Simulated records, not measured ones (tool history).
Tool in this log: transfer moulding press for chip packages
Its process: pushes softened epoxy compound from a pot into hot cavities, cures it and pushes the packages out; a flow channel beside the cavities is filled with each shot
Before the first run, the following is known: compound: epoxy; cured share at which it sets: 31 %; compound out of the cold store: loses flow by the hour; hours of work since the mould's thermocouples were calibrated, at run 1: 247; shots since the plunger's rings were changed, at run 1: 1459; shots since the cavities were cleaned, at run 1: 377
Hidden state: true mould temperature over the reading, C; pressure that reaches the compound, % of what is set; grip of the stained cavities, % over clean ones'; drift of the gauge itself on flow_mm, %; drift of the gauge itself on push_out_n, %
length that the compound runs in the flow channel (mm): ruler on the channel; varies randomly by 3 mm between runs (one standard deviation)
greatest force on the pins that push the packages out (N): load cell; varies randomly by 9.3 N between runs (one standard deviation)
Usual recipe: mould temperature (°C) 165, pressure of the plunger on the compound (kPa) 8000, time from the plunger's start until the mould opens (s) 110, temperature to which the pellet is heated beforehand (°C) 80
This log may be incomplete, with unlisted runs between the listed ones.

| run | hour | mould temperature (°C) | pressure of the plunger on the compound (kPa) | time from the plunger's start until the mould opens (s) | temperature to which the pellet is heated beforehand (°C) | hours of work since the mould's thermocouples were calibrated | shots since the plunger's rings were changed | shots since the cavities were cleaned | incoming compound's hours out of the cold store | length that the compound runs in the flow channel (mm) | greatest force on the pins that push the packages out (N) |
|---|---|---|---|---|---|---|---|---|---|---|---|
| 1 | 0 | 165 | 8000 | 110 | 80 | 247 | 1459 | 377 | 43.6 | 482 | 727 |
| 2 | 6 | 165 | 8000 | 110 | 80 | 252 | 1538 | 456 | 42.7 | 486 | 748 |
| 3 | 11.2 | 165 | 8000 | 110 | 80 | 256 | 1608 | 526 | 37.3 | 506 | 795 |
| 4 | 19.8 | 165 | 8000 | 110 | 80 | 262 | 1722 | 640 | 29 | 524 | 832 |
| 5 | 26.4 | 165 | 8000 | 110 | 80 | 267 | 1808 | 726 | 22.2 | 546 | 867 |
| 6 | 32 | 165 | 8000 | 110 | 80 | 271 | 1882 | 800 | 45.9 | 476 | 858 |
|  | 39.7 | cavities cleaned with cleaning compound and waxed |
| 7 | 42.8 | 169 | 8000 | 110 | 80 | 278 | 2005 | 40 | 46.2 | 469 | 427 |
| 8 | 52.4 | 169 | 8000 | 110 | 80 | 286 | 2132 | 167 | 22.6 | 534 | 541 |
| 9 | 61.7 | 169 | 8000 | 110 | 80 | 293 | 2255 | 290 | 19.4 | 545 | 615 |
| 10 | 69.6 | 169 | 8000 | 110 | 80 | 299 | 2359 | 394 | 20.8 | 538 | 685 |
| 11 | 77.9 | 165 | 8000 | 110 | 80 | 305 | 2468 | 503 | 46 | 473 | 784 |
| 12 | 82 | 165 | 8000 | 110 | 80 | 308 | 2523 | 558 | 34.4 | 500 | 833 |
|  | 87.5 | plunger's sealing rings changed |
| 13 | 89.7 | 165 | 8000 | 110 | 80 | 312 | 29 | 627 | 31.8 | 532 | 852 |
|  | 92.2 | mould's thermocouples calibrated |
| 14 | 96.7 | 165 | 8000 | 110 | 80 | 3 | 95 | 693 | 21.9 | 566 | 885 |
| 15 | 101.7 | 164 | 6170 | 131 | 85 | 7 | 160 | 758 | 29.1 | 478 | 780 |
| 16 | 108.7 | 163 | 6170 | 131 | 80 | 12 | 253 | 851 | 46.2 | 429 | 798 |
|  | 111.9 | cavities cleaned with cleaning compound and waxed |
| 17 | 116.9 | 160 | 8930 | 93 | 82 | 18 | 343 | 66 | 11.8 | 642 | 1064 |
| 18 | 126.5 | 160 | 8930 | 93 | 82 | 25 | 469 | 192 | 32.2 | 571 | 1128 |
|  | 132.8 | mould's thermocouples calibrated, once more |
| 19 | 138.1 | 160 | 8930 | 93 | 82 | 4 | 596 | 319 | 26.2 | 590 | 1268 |
| 20 | 144.4 | 171 | 8930 | 93 | 82 | 9 | 679 | 402 | 18.1 | 584 | 737 |
| 21 | 148.4 | 165 | 7320 | 114 | 86 | 12 | 732 | 455 | 25.8 | 523 | 772 |
| 22 | 156.6 | 165 | 7320 | 114 | 86 | 18 | 840 | 563 | 28.9 | 512 | 819 |
| 23 | 163.6 | 165 | 7320 | 114 | 86 | 23 | 933 | 656 | 43.1 | 469 | 817 |
| 24 | 169.4 | 165 | 7320 | 114 | 86 | 28 | 1010 | 733 | 29.4 | 508 | 806 |
| 25 | 177.1 | 168 | 9720 | 114 | 83 | 33 | 1111 | 834 | 40.4 | 533 | 774 |
|  | 181.7 | cavities cleaned with cleaning compound and waxed |
| 26 | 184.5 | 169 | 9500 | 109 | 84 | 38 | 1188 | 36 | 28.3 | 567 | 429 |
| 27 | 192.6 | 158 | 6970 | 146 | 84 | 44 | 1296 | 144 | 23.2 | 526 | 552 |
| 28 | 201.4 | 158 | 6970 | 146 | 84 | 51 | 1413 | 261 | 30.9 | 505 | 653 |

Predict each of these 3 candidate next runs independently; none follows another, all start after run 28:
| A | 205.7 | 168 | 9280 | 110 | 90 | 54 | 1470 | 318 | 10.6 | ? | ? |
| B | 205.7 | 157 | 7690 | 146 | 85 | 54 | 1470 | 318 | 14.4 | ? | ? |
| C | 205.7 | 170 | 6970 | 146 | 80 | 54 | 1470 | 318 | 19 | ? | ? |

| run | length that the compound runs in the flow channel (mm) | greatest force on the pins that push the packages out (N) |
|---|---|---|
| A | 622 | 672 |
| B | 584 | 742 |
| C | 507 | 607 |
With no hidden state in the tool, these same runs would have given:
| run | length that the compound runs in the flow channel (mm) | greatest force on the pins that push the packages out (N) |
|---|---|---|
| A | 637 | 398 |
| B | 598 | 440 |
| C | 520 | 361 |
